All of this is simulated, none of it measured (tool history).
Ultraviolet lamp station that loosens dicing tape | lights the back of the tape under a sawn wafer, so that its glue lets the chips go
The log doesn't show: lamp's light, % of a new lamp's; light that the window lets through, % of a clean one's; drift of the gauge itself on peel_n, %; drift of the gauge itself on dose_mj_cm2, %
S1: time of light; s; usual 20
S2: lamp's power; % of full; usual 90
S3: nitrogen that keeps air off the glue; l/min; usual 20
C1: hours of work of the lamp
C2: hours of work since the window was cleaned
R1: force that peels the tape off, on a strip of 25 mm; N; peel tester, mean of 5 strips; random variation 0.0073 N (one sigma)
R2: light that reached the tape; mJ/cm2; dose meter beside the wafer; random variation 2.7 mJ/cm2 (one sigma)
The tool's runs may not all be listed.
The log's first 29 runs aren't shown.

run 30 hour=229.8 | S1=16 S2=76 S3=20 | C1=352 C2=352 | R1=0.570 R2=248
run 31 hour=238.8 | S1=16 S2=76 S3=20 | C1=359 C2=359 | R1=0.583 R2=245
run 32 hour=248.0 | S1=16 S2=76 S3=20 | C1=366 C2=366 | R1=0.560 R2=250
run 33 hour=255.5 | S1=31 S2=64 S3=20 | C1=372 C2=372 | R1=0.225 R2=400
run 34 hour=263.9 | S1=35 S2=64 S3=20 | C1=379 C2=379 | R1=0.195 R2=451
run 35 hour=274.1 | S1=21 S2=90 S3=20 | C1=387 C2=387 | R1=0.249 R2=389
run 36 hour=279.0 | S1=33 S2=63 S3=29 | C1=391 C2=391 | R1=0.185 R2=420
run 37 hour=286.0 | S1=33 S2=63 S3=7 | C1=396 C2=396 | R1=0.484 R2=424
run 38 hour=294.4 | S1=33 S2=68 S3=37 | C1=403 C2=403 | R1=0.171 R2=463
run 39 hour=304.2 | S1=33 S2=68 S3=37 | C1=410 C2=410 | R1=0.173 R2=460

5 ways to go on from here, each from the tool as it stands after run 39. What would each give?
run A hour=311.9 | S1=24 S2=79 S3=37 | C1=416 C2=416 | R1=? R2=?
run B hour=311.9 | S1=33 S2=71 S3=21 | C1=416 C2=416 | R1=? R2=?
run C hour=311.9 | S1=23 S2=69 S3=9 | C1=416 C2=416 | R1=? R2=?
run D hour=311.9 | S1=27 S2=90 S3=20 | C1=416 C2=416 | R1=? R2=?
run E hour=311.9 | S1=36 S2=90 S3=20 | C1=416 C2=416 | R1=? R2=?

run=A R1=0.194 R2=383
run=B R1=0.204 R2=477
run=C R1=0.694 R2=327
run=D R1=0.190 R2=497
run=E R1=0.167 R2=664
Without the tool's hidden state the same runs would have given:
run=A R1=0.194 R2=384
run=B R1=0.203 R2=478
run=C R1=0.690 R2=328
run=D R1=0.189 R2=498
run=E R1=0.167 R2=665
